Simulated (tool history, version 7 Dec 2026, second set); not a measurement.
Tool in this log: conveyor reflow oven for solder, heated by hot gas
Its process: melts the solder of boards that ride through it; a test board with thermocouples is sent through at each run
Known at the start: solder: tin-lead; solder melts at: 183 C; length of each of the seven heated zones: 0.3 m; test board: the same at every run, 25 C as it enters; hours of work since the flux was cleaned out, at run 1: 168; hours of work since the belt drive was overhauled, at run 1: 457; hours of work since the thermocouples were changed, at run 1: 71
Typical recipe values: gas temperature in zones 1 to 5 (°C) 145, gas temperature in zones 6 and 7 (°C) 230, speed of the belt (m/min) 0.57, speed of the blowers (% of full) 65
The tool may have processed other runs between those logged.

| run | hour | gas temperature in zones 1 to 5 (°C) | gas temperature in zones 6 and 7 (°C) | speed of the belt (m/min) | speed of the blowers (% of full) | hours of work since the flux was cleaned out | hours of work since the belt drive was overhauled | hours of work since the thermocouples were changed | highest temperature of the board (°C) | time above the solder's melting point (s) |
|---|---|---|---|---|---|---|---|---|---|---|
| 1 | 0 | 145 | 230 | 0.57 | 65 | 168 | 457 | 71 | 211.7 | 45.1 |
| 2 | 8.4 | 145 | 230 | 0.57 | 65 | 172 | 460 | 74 | 211.8 | 45 |
| 3 | 20.2 | 145 | 230 | 0.57 | 89 | 177 | 465 | 79 | 216.7 | 49.6 |
| 4 | 28.8 | 145 | 230 | 0.57 | 89 | 180 | 468 | 83 | 216.5 | 49.8 |
| 5 | 43 | 134 | 230 | 0.57 | 89 | 186 | 474 | 88 | 214.9 | 45.4 |
| 6 | 56 | 145 | 230 | 0.57 | 65 | 191 | 479 | 94 | 210.9 | 45.1 |
| 7 | 68.5 | 145 | 230 | 0.57 | 65 | 196 | 485 | 99 | 210.9 | 44.9 |
| 8 | 77.1 | 145 | 230 | 0.57 | 65 | 200 | 488 | 102 | 211.2 | 44.9 |
| 9 | 87 | 145 | 230 | 0.57 | 65 | 204 | 492 | 106 | 211.4 | 45 |
| 10 | 98.3 | 145 | 230 | 0.47 | 65 | 209 | 497 | 111 | 216.9 | 60.9 |
| 11 | 107.6 | 145 | 230 | 0.47 | 83 | 212 | 501 | 115 | 219.7 | 64.1 |
|  | 113.9 | flux residue cleaned out of gas plates and filters |
| 12 | 121.2 | 145 | 230 | 0.47 | 83 | 3 | 504 | 118 | 218.9 | 63.1 |
| 13 | 135 | 145 | 230 | 0.47 | 83 | 9 | 510 | 124 | 218.5 | 63 |
|  | 143.6 | flux residue cleaned out of gas plates and filters, once more |
| 14 | 153.2 | 152 | 230 | 0.481 | 89 | 4 | 515 | 129 | 222.2 | 66.8 |
| 15 | 162.8 | 153 | 238 | 0.573 | 84 | 8 | 519 | 133 | 225.5 | 57.1 |
| 16 | 172.2 | 153 | 238 | 0.573 | 84 | 12 | 523 | 137 | 225.1 | 56.8 |
| 17 | 181.5 | 153 | 238 | 0.573 | 84 | 15 | 527 | 141 | 225.5 | 56.9 |
| 18 | 192.6 | 145 | 233 | 0.625 | 65 | 20 | 531 | 145 | 211.9 | 41.3 |
| 19 | 204.5 | 135 | 227 | 0.57 | 68 | 25 | 536 | 150 | 209.1 | 40.9 |
| 20 | 213.8 | 135 | 241 | 0.573 | 65 | 29 | 540 | 154 | 219.8 | 47.8 |
| 21 | 222.4 | 135 | 241 | 0.573 | 65 | 32 | 543 | 158 | 219.8 | 47.7 |
| 22 | 231.1 | 145 | 230 | 0.57 | 72 | 36 | 547 | 161 | 214.2 | 47.9 |
| 23 | 237.6 | 145 | 230 | 0.57 | 72 | 38 | 550 | 164 | 214.3 | 47.7 |
| 24 | 244.4 | 149 | 242 | 0.614 | 88 | 41 | 552 | 166 | 226.8 | 52.5 |
| 25 | 258.4 | 149 | 220 | 0.592 | 67 | 47 | 558 | 172 | 204.1 | 39.1 |
| 26 | 266.9 | 149 | 220 | 0.592 | 67 | 50 | 561 | 176 | 204.3 | 39.3 |

3 ways to go on from here, each from the tool as it stands after run 26. What would each give?
| A | 274.5 | 145 | 230 | 0.57 | 70 | 53 | 565 | 179 | ? | ? |
| B | 274.5 | 145 | 230 | 0.49 | 65 | 53 | 565 | 179 | ? | ? |
| C | 274.5 | 157 | 241 | 0.659 | 65 | 53 | 565 | 179 | ? | ? |

| run | highest temperature of the board (°C) | time above the solder's melting point (s) |
|---|---|---|
| A | 213 | 47.2 |
| B | 216.7 | 58.5 |
| C | 219.1 | 47.1 |
Had the tool no hidden state, the same runs would have come out as:
| run | highest temperature of the board (°C) | time above the solder's melting point (s) |
|---|---|---|
| A | 213.7 | 47.1 |
| B | 217.4 | 58.3 |
| C | 219.8 | 46.9 |

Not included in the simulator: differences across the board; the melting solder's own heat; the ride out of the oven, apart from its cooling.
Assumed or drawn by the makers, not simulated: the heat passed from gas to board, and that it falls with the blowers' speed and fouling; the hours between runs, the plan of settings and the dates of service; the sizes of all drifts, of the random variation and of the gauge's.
